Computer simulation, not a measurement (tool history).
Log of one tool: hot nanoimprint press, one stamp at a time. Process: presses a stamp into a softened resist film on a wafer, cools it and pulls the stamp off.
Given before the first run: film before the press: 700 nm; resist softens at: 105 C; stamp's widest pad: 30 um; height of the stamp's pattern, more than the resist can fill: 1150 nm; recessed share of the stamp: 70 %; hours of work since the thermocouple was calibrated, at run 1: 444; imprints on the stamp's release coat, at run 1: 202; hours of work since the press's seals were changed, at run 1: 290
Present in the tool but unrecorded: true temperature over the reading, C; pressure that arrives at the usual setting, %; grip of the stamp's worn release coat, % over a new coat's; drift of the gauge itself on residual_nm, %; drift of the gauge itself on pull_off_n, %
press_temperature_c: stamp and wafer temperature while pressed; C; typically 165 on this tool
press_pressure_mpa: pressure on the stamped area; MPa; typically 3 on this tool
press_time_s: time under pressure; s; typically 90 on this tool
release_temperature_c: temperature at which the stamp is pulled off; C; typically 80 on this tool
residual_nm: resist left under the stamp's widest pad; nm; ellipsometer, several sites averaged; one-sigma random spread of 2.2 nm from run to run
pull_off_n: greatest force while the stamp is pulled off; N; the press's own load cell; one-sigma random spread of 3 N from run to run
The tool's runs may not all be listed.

run     day  press_temperature_c  press_pressure_mpa  press_time_s  release_temperature_c  hours of work since the thermocouple was calibrated  imprints on the stamp's release coat  hours of work since the press's seals were changed  residual_nm  pull_off_n
  1       0                  165                   3            90                     80                                                  444                                   202                                                 290        403.5         167
  2   0.546                  165                   3            90                     80                                                  450                                   239                                                 295        397.5         159
  3   0.917                  165                   3            90                     80                                                  454                                   264                                                 299        399.1         167
  4   1.462                  165                   3            90                     80                                                  459                                   301                                                 305        401.9         173
  5   2.092                  165                   3            90                     80                                                  466                                   344                                                 312        402.4         171
  6   2.704                  165                2.81            90                     80                                                  472                                   386                                                 318        411.4         177
  7   3.462                  165                2.19            90                     80                                                  480                                   437                                                 326        454.9         175
  8   4.175                  165                   3            90                     80                                                  488                                   485                                                 334        403.2         177
  9   4.867                  165                   3            90                     80                                                  495                                   532                                                 341        401.8         176
 10   5.508                  165                3.07            90                     80                                                  502                                   576                                                 348          397         183
 11   5.988                  158                3.07            90                     80                                                  507                                   608                                                 353        554.8         179
 12   6.317                  165                   3            90                     80                                                  510                                   631                                                 356        400.2         191
      6.712  -- plate thermocouple calibrated
 13   6.904                  157                   3            90                     80                                                    2                                   662                                                 361        594.8         191
 14   7.667                  157                   3            90                     80                                                   10                                   714                                                 369        598.5         189
 15   8.304                  157                   3            90                     80                                                   17                                   757                                                 376          597         201
 16   9.033                  157                 2.8           125                     80                                                   24                                   807                                                 384        577.6         203
 17   9.458                  168                 2.8           125                     80                                                   29                                   835                                                 388        344.7         201
 18   9.946                  163                3.58            47                     85                                                   34                                   868                                                 393          531         186
     10.121  -- plate thermocouple calibrated, once more
 19    10.8                  175                2.65            47                     69                                                    7                                   918                                                 401        284.8         222
 20  11.429                  170                2.65           162                     84                                                   14                                   961                                                 407        234.1         194
     12.254  -- stamp cleaned and given a new release coat
 21  12.275                  170                2.65           162                     84                                                   20                                     1                                                 414          234         147
 22  12.971                  168                 3.4            81                     66                                                   27                                    48                                                 421        300.9         174
 23  13.633                  168                 3.4            81                     66                                                   34                                    93                                                 428        295.1         174
 24  14.396                  168                 3.4            81                     66                                                   42                                   145                                                 436        302.4         178
 25  14.838                  168                 3.4            81                     66                                                   47                                   175                                                 441        302.1         177
 26  15.467                  168                 3.4            81                     66                                                   54                                   218                                                 447        301.6         183
 27  15.796                  168                 3.4            81                     66                                                   57                                   240                                                 451          304         177
 28  16.446                  165                   3           144                     87                                                   64                                   284                                                 458        310.3         157
 29  16.779                  165                   3           144                     87                                                   68                                   307                                                 461        313.1         158
 30  17.417                  155                3.03            90                     66                                                   74                                   350                                                 468        577.7         191

A few steps of residual_nm between consecutive runs. Split each: what settings, incoming material and random variation would produce without the hidden state, and what is left over for the hidden state, along with gauge scatter present in only one of the two compared results (measured, and without hidden state):
Run 12 -> 13: press_temperature_c 165 -> 157, plate thermocouple calibrated. residual_nm +194.6 nm: hidden state +23, all else +171.6.
Run 16 -> 17: press_temperature_c 157 -> 168. residual_nm -232.9 nm: hidden state -9.6, all else -223.3.
Run 17 -> 18: press_temperature_c 168 -> 163, press_pressure_mpa 2.8 -> 3.58, press_time_s 125 -> 47, release_temperature_c 80 -> 85. residual_nm +186.3 nm: hidden state +12, all else +174.3.
Run 18 -> 19: press_temperature_c 163 -> 175, press_pressure_mpa 3.58 -> 2.65, release_temperature_c 85 -> 69, plate thermocouple calibrated, once more. residual_nm -246.2 nm: hidden state -78.6, all else -167.6.
Run 29 -> 30: press_temperature_c 165 -> 155, press_pressure_mpa 3 -> 3.03, press_time_s 144 -> 90, release_temperature_c 87 -> 66. residual_nm +264.6 nm: hidden state +0, all else +264.6.
